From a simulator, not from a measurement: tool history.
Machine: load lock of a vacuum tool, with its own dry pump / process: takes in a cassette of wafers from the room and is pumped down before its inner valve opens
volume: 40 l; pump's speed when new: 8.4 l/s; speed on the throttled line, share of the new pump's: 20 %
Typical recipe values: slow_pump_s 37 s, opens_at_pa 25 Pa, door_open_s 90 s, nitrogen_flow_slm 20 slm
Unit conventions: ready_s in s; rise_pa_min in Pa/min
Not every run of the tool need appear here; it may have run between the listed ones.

run     hour  slow_pump_s  opens_at_pa  door_open_s  nitrogen_flow_slm  incoming humidity of the room's air, %  ready_s  rise_pa_min
  1      0.0           37           25           90                 20                                    47.8     73.2        0.260
  2    305.4           37           25           90                 20                                    48.8     74.5        0.288
  3    784.4           37           25           90                 20                                    46.7     73.6        0.311
       825.3  -- door's seal changed, seat wiped
  4   1086.8           37           25           90                 20                                    45.2     74.4        0.029
  5   1487.4           37           25           90                 20                                    44.8     73.8        0.033
  6   1739.5           37           25           90                 20                                    43.5     73.3        0.037
  7   2330.4           37           25           90                 20                                    39.6     74.6        0.047
  8   2763.1           37           25           90                 20                                    43.8     75.6        0.053
  9   3351.5           37           25           90                 23                                    44.3     74.6        0.073
      3386.4  -- dry pump taken out, an overhauled one fitted
 10   3842.7           37           25           90                 20                                    45.4     69.1        0.092
 11   4106.9           37           25           90                 20                                    45.5     69.1        0.100
 12   4625.4           37           25           90                  8                                    45.3     69.7        0.114
 13   5066.8           37           25           90                  8                                    44.8     70.2        0.135
 14   5528.6           37           25           90                  8                                    45.9     70.8        0.155
 15   5862.1           37           25           90                  8                                    43.3     71.2        0.162
 16   6195.1           37           25           90                  8                                    46.9     71.0        0.188
 17   6522.7           37           25           92                 24                                    43.7     72.4        0.200
 18   7022.1           37           25           92                 24                                    44.3     71.3        0.216
 19   7371.5           58           42           95                 37                                    44.6     84.4        0.234
 20   7821.6           50           43          112                 11                                    45.0     79.0        0.272
 21   8289.5           50           43          112                 11                                    42.2     79.6        0.307
      8658.2  -- door's seal changed, seat wiped
 22   8686.4           50           24           54                 23                                    42.9     83.4        0.020
 23   9128.7           31           18           78                 20                                    45.5     69.3        0.029
 24   9522.5           70           30           33                 18                                    48.0     97.6        0.031
 25  10070.3           37           25           90                  8                                    45.4     72.9        0.052
 26  10325.4           37           25           90                  8                                    45.8     73.4        0.059
 27  10600.5           52           25           61                 36                                    45.3     84.8        0.049
 28  10919.2           25           28           61                  7                                    45.0     64.1        0.070
 29  11455.2           25           44           61                  7                                    45.6     62.6        0.086

Below are 4 alternative next runs, each starting from the tool's condition after run 29. Predict each:
  A  12029.9           29           44           75                  5                                    43.5        ?            ?
  B  12029.9           37           50          111                 13                                    41.6        ?            ?
  C  12029.9           51           44          220                 10                                    45.0        ?            ?
  D  12029.9           37           25          123                  6                                    44.6        ?            ?

run  ready_s  rise_pa_min
  A     65.1        0.103
  B     71.1        0.097
  C     82.2        0.110
  D     75.2        0.112
Take away the tool's hidden state, keep each run's random variation, and the runs would have read:
run  ready_s  rise_pa_min
  A     59.8        0.030
  B     66.1        0.023
  C     77.6        0.037
  D     69.6        0.038
